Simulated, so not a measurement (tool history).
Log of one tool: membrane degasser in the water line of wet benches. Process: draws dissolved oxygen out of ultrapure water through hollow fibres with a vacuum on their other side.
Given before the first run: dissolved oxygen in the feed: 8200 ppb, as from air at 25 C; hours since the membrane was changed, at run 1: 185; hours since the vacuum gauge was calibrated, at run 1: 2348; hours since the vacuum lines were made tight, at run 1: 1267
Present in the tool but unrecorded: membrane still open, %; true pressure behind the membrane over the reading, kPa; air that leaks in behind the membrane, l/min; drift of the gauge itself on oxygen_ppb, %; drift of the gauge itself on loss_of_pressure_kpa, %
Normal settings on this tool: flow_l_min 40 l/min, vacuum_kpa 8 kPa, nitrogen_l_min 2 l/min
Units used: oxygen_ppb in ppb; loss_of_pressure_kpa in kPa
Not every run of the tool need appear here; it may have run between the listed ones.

run	hour	flow_l_min	vacuum_kpa	nitrogen_l_min	hours since the membrane was changed	hours since the vacuum gauge was calibrated	hours since the vacuum lines were made tight	oxygen_ppb	loss_of_pressure_kpa
1	0	40	8	2	185	2348	1267	377.3	44.67
2	26.9	40	8	2	212	2375	1294	382.7	44.21
3	70.7	40	8	2	256	2419	1337	381.7	44.38
4	111.4	40	8	1.26	296	2460	1378	483.9	44.19
5	154.1	40	8	1.26	339	2502	1421	476.4	44.57
6	182	40	10.2	2	367	2530	1449	471	44.12
7	202.4	40	10.2	2	387	2551	1469	479.8	44.46
8	240	40	10.2	2	425	2588	1507	468.1	44.22
9	283.4	40	10.2	2	468	2632	1550	471.9	44.58
10	326.5	47	8	2	511	2675	1593	490.3	52.49
11	367.6	47	8	2	553	2716	1634	484	52.44
12	401.5	37	8	2	586	2750	1668	340.2	40.97
13	427.2	37	8	2	612	2776	1694	339.6	41.04
14	463.7	28	8	2	649	2812	1730	227.6	30.9
15	504.9	38	16.61	2	690	2853	1772	677.9	42.31
16	528.3	51	16.61	2.34	713	2877	1795	856.5	56.43
17	553.9	51	16.61	2.34	739	2902	1821	861.9	56.77
18	582.7	30	9.21	2.3	768	2931	1849	261.5	33.04
19	618.6	30	9.21	2.3	803	2967	1885	265.8	33.33
20	640.7	30	19.29	2.12	826	2989	1907	579.4	33.45
21	668.4	30	19.29	2.12	853	3017	1935	579	33.24
22	709.7	30	19.29	2.12	895	3058	1976	583.4	33.54
23	752.5	30	19.29	2.12	937	3101	2019	576.5	33.35
24	784	60	15.24	4.28	969	3132	2051	739.5	66.74
25	825.2	60	15.24	4.28	1010	3174	2092	752.9	66.45
26	864.2	26	15.24	1.28	1049	3213	2131	571.3	28.89
27	886.8	26	15.24	1.28	1072	3235	2153	584.6	28.8
28	912.9	26	15.24	1.28	1098	3261	2180	573.8	28.95

Predict each of these 5 candidate next runs independently; none follows another, all start after run 28:
A	950.2	37	17.93	2.83	1135	3299	2217	?	?
B	950.2	34	8	2	1135	3299	2217	?	?
C	950.2	56	8	2	1135	3299	2217	?	?
D	950.2	26	5.97	5.14	1135	3299	2217	?	?
E	950.2	40	8	1.84	1135	3299	2217	?	?

run	oxygen_ppb	loss_of_pressure_kpa
A	570.7	40.71
B	307.5	37.8
C	630.9	62.3
D	92.3	28.92
E	405.6	44.32
Had the tool no hidden state, the same runs would have come out as:
run	oxygen_ppb	loss_of_pressure_kpa
A	561.9	40.43
B	298.5	37.55
C	616.2	61.88
D	88.6	28.73
E	394.5	44.03

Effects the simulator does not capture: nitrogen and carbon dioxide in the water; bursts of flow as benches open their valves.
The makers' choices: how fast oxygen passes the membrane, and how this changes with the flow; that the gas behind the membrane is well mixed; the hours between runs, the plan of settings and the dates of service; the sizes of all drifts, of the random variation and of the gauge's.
